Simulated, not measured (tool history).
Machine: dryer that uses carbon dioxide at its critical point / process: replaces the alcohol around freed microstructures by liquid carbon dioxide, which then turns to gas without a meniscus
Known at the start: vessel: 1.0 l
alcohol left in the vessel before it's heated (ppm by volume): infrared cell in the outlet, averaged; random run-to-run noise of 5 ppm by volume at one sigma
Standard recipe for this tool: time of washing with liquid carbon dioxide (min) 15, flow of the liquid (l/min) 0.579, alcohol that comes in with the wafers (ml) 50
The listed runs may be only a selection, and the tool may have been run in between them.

run	hour	time of washing with liquid carbon dioxide (min)	flow of the liquid (l/min)	alcohol that comes in with the wafers (ml)	alcohol left in the vessel before it's heated (ppm by volume)
1	0.0	15	0.579	50	30
2	15.5	15	0.579	50	29
3	28.7	15	0.579	50	36
4	44.4	15	0.579	50	40
5	61.0	15	0.579	50	41
6	77.2	15	0.579	50	47
7	88.4	15	0.579	50	31
8	100.2	15	0.579	50	46
9	110.4	15	0.579	50	53
10	126.7	15	0.579	50	56
11	143.8	15	0.579	50	46
12	157.1	15	0.579	50	54
13	166.4	15	0.579	50	63
14	183.1	11	0.579	50	145
15	197.0	11	0.579	50	140
16	210.7	11	0.579	50	144
17	221.2	11	0.579	50	142
18	233.3	15	0.368	50	285
19	245.7	15	0.749	50	54
20	254.0	15	0.453	50	120
21	266.8	21	0.579	50	49
22	278.1	21	0.579	50	50
23	294.0	21	0.579	50	62
24	310.4	23	0.381	75	75
25	326.9	23	0.381	75	79
26	338.9	23	0.381	75	80
27	348.2	23	0.381	75	75
28	358.5	13	0.368	24	308
29	375.1	9	0.539	24	293
30	389.5	23	0.860	23	58
31	401.5	15	0.983	59	66
32	415.7	14	0.831	34	58
33	422.8	15	0.519	82	121
34	436.9	15	0.864	103	65
35	446.5	15	0.394	50	255
36	459.5	19	0.839	50	67
37	469.9	12	0.349	67	1336
38	479.3	15	0.751	50	68
39	489.1	10	0.751	34	100
40	499.0	15	0.601	47	84
41	512.1	10	0.601	29	170
42	522.2	10	0.601	29	176
43	531.7	13	0.724	50	77
44	541.8	20	0.520	27	77
45	552.3	20	0.853	113	76

Consider 3 possible next runs. They are alternatives, not a sequence: every one starts from the tool as it was left by run 45. What does each give?
A	561.2	17	0.787	31	?
B	561.2	14	0.954	29	?
C	561.2	14	0.442	113	?

run	alcohol left in the vessel before it's heated (ppm by volume)
A	75
B	82
C	432
With the hidden condition removed and each run's random variation left untouched, the same runs would have given:
run	alcohol left in the vessel before it's heated (ppm by volume)
A	3
B	7
C	247

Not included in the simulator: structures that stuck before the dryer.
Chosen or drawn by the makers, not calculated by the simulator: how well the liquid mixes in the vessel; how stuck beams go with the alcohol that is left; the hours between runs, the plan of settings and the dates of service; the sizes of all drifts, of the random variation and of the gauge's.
